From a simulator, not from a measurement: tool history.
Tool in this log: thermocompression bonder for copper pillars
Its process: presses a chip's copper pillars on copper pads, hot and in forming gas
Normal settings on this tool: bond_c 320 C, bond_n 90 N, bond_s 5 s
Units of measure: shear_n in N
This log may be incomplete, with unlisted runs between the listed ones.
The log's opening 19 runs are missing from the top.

Run 20, hour 145.8: usual settings. Result: shear_n 36.9 N.
Run 21, hour 151.3: usual settings. Result: shear_n 37.4 N.
Run 22, hour 158.8: usual settings but bond_c 305 C, bond_n 104 N. Result: shear_n 37.8 N.
Run 23, hour 168.4: usual settings but bond_c 335 C, bond_n 57 N, bond_s 6 s. Result: shear_n 28 N.
Run 24, hour 173.1: usual settings but bond_c 348 C, bond_n 73 N, bond_s 6 s. Result: shear_n 38.4 N.
At hour 177.1: forming gas filter changed.
Run 25, hour 182.4: usual settings but bond_c 348 C, bond_n 132 N, bond_s 10 s. Result: shear_n 71.9 N.
At hour 186.5: force cell calibrated.
Run 26, hour 191.7: usual settings but bond_c 348 C, bond_n 132 N, bond_s 10 s. Result: shear_n 69.7 N.
Run 27, hour 197.1: usual settings but bond_c 348 C, bond_n 132 N, bond_s 10 s. Result: shear_n 69.8 N.
Run 28, hour 207.3: usual settings but bond_c 332 C, bond_n 88 N, bond_s 6 s. Result: shear_n 43.4 N.
Run 29, hour 211.7: usual settings but bond_c 300 C, bond_n 84 N. Result: shear_n 30.9 N.

Estimate the outcome of run 30 from the log above:
Run 30, hour 217.1: usual settings but bond_c 311 C, bond_n 84 N, bond_s 9 s. Result: shear_n ?.

Run 30 measured shear_n 41.7 N.
Take away the tool's hidden state, keep the run-to-run variation as it was, and the same run would have given shear_n 42.3 N.
